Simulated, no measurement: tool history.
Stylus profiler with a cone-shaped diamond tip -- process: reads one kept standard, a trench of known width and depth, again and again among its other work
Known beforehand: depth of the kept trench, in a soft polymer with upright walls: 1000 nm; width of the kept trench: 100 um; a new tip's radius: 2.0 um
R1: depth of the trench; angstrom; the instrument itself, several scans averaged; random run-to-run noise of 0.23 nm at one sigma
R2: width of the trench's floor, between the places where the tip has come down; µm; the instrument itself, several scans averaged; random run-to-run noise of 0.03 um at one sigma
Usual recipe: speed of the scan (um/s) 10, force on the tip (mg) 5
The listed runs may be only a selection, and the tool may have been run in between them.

Run 1, hour 0: usual settings. Result: R1 10177 angstrom, R2 93.54 µm.
Run 2, hour 36.4: usual settings but force on the tip (mg) 6.61. Result: R1 10223.9 angstrom, R2 93.47 µm.
Run 3, hour 74.8: usual settings but force on the tip (mg) 6.61. Result: R1 10222 angstrom, R2 93.4 µm.
Run 4, hour 106.5: usual settings. Result: R1 10181.1 angstrom, R2 93.39 µm.
Run 5, hour 132.2: usual settings but force on the tip (mg) 9.69. Result: R1 10295.3 angstrom, R2 93.34 µm.
Run 6, hour 167.5: usual settings but force on the tip (mg) 9.69. Result: R1 10293.3 angstrom, R2 93.35 µm.
Run 7, hour 203.6: usual settings. Result: R1 10181.6 angstrom, R2 93.28 µm.
Run 8, hour 235.3: usual settings. Result: R1 10177 angstrom, R2 93.22 µm.
At hour 239.5: height scale calibrated on a step standard.
Run 9, hour 267.7: usual settings. Result: R1 10166.5 angstrom, R2 93.24 µm.
Run 10, hour 292.3: usual settings. Result: R1 10165 angstrom, R2 93.12 µm.
Run 11, hour 315.3: usual settings. Result: R1 10169.9 angstrom, R2 93.17 µm.
Run 12, hour 341.1: usual settings but force on the tip (mg) 2.02. Result: R1 10074.4 angstrom, R2 93.07 µm.
Run 13, hour 368.9: usual settings but force on the tip (mg) 2.02. Result: R1 10073.1 angstrom, R2 93.04 µm.
Run 14, hour 394.7: usual settings but force on the tip (mg) 2.02. Result: R1 10073.7 angstrom, R2 93.03 µm.
Run 15, hour 423.1: usual settings but speed of the scan (um/s) 5, force on the tip (mg) 9.6. Result: R1 10277.6 angstrom, R2 93.03 µm.
At hour 428.9: new tip fitted, height scale calibrated.
Run 16, hour 450.7: usual settings but speed of the scan (um/s) 7, force on the tip (mg) 1.77. Result: R1 10102.5 angstrom, R2 96.46 µm.
At hour 459.1: height scale calibrated on a step standard, once more.
Run 17, hour 470.6: usual settings but speed of the scan (um/s) 7, force on the tip (mg) 1.77. Result: R1 10101.1 angstrom, R2 96.43 µm.
Run 18, hour 488: usual settings but speed of the scan (um/s) 7, force on the tip (mg) 1.77. Result: R1 10100.3 angstrom, R2 96.4 µm.
Run 19, hour 521.5: usual settings but speed of the scan (um/s) 18, force on the tip (mg) 11.78. Result: R1 10363.3 angstrom, R2 96.39 µm.
Run 20, hour 540.3: usual settings but speed of the scan (um/s) 18, force on the tip (mg) 11.78. Result: R1 10367.5 angstrom, R2 96.34 µm.
Run 21, hour 566.3: usual settings but speed of the scan (um/s) 18, force on the tip (mg) 11.78. Result: R1 10362.9 angstrom, R2 96.24 µm.
Run 22, hour 593.2: usual settings but force on the tip (mg) 5.78. Result: R1 10228.5 angstrom, R2 96.19 µm.
Run 23, hour 610: usual settings but speed of the scan (um/s) 15, force on the tip (mg) 3.04. Result: R1 10150.2 angstrom, R2 96.12 µm.
Run 24, hour 627.9: usual settings but speed of the scan (um/s) 15, force on the tip (mg) 3.04. Result: R1 10142.5 angstrom, R2 96.06 µm.
Run 25, hour 649.2: usual settings but speed of the scan (um/s) 12, force on the tip (mg) 2.31. Result: R1 10123.7 angstrom, R2 96.08 µm.

Branching from run 25: 3 alternative next runs. What would each branch give?
Run A, hour 669.4: usual settings but speed of the scan (um/s) 4, force on the tip (mg) 6.81. Result: R1 ?, R2 ?.
Run B, hour 669.4: usual settings but force on the tip (mg) 14.8. Result: R1 ?, R2 ?.
Run C, hour 669.4: usual settings but speed of the scan (um/s) 30, force on the tip (mg) 2.98. Result: R1 ?, R2 ?.

run       R1     R2
  A  10252.8  96.01
  B    10424   96.1
  C    10144  95.99
Had the tool no hidden state, the same runs would have come out as:
run       R1     R2
  A  10256.7  96.46
  B  10427.9  96.55
  C  10147.8  96.44
